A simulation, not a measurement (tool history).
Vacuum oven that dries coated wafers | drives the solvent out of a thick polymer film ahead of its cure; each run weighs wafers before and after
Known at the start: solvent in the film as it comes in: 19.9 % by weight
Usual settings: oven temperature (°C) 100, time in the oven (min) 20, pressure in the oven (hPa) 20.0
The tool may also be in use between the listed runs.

Run 1, hour 0.0: usual settings. Result: solvent left in the film (%) 3.18.
Run 2, hour 34.9: usual settings but pressure in the oven (hPa) 19.4. Result: solvent left in the film (%) 3.13.
Run 3, hour 80.4: usual settings but time in the oven (min) 29. Result: solvent left in the film (%) 2.03.
Run 4, hour 137.3: usual settings but time in the oven (min) 29. Result: solvent left in the film (%) 1.96.
Run 5, hour 162.9: usual settings but pressure in the oven (hPa) 17.6. Result: solvent left in the film (%) 3.09.
Run 6, hour 201.4: usual settings but pressure in the oven (hPa) 17.6. Result: solvent left in the film (%) 3.20.
Run 7, hour 251.7: usual settings but pressure in the oven (hPa) 17.6. Result: solvent left in the film (%) 3.13.
Run 8, hour 294.2: usual settings but oven temperature (°C) 94, pressure in the oven (hPa) 17.6. Result: solvent left in the film (%) 4.44.
Run 9, hour 337.9: usual settings but oven temperature (°C) 94, pressure in the oven (hPa) 17.6. Result: solvent left in the film (%) 4.50.
Run 10, hour 365.0: usual settings but oven temperature (°C) 94, time in the oven (min) 34. Result: solvent left in the film (%) 2.57.
At hour 370.0: oven's thermocouples calibrated.
Run 11, hour 408.5: usual settings but oven temperature (°C) 94, time in the oven (min) 34. Result: solvent left in the film (%) 2.56.
Run 12, hour 463.5: usual settings but time in the oven (min) 23. Result: solvent left in the film (%) 2.79.
Run 13, hour 496.0: usual settings but time in the oven (min) 13, pressure in the oven (hPa) 11.1. Result: solvent left in the film (%) 5.11.
Run 14, hour 523.7: usual settings but time in the oven (min) 19, pressure in the oven (hPa) 12.1. Result: solvent left in the film (%) 3.27.
At hour 544.4: oven's thermocouples calibrated, once more.
Run 15, hour 561.3: usual settings but time in the oven (min) 19, pressure in the oven (hPa) 12.1. Result: solvent left in the film (%) 2.92.
Run 16, hour 597.1: usual settings but time in the oven (min) 19, pressure in the oven (hPa) 12.1. Result: solvent left in the film (%) 2.96.
Run 17, hour 636.5: usual settings but time in the oven (min) 19, pressure in the oven (hPa) 12.1. Result: solvent left in the film (%) 2.88.
Run 18, hour 666.2: usual settings but time in the oven (min) 19, pressure in the oven (hPa) 12.1. Result: solvent left in the film (%) 2.93.

The same runs without the tool's hidden state, with the same run-to-run variation:
The hidden state here: true wafer temperature over the reading, C; true pressure over the reading, kPa; drift of the gauge itself on solvent_pct, %.
run  solvent left in the film (%)
  1                          2.93
  2                          2.87
  3                          1.84
  4                          1.75
  5                          2.80
  6                          2.90
  7                          2.80
  8                          4.03
  9                          4.08
 10                          2.25
 11                          2.19
 12                          2.41
 13                          4.61
 14                          2.82
 15                          2.85
 16                          2.88
 17                          2.79
 18                          2.82

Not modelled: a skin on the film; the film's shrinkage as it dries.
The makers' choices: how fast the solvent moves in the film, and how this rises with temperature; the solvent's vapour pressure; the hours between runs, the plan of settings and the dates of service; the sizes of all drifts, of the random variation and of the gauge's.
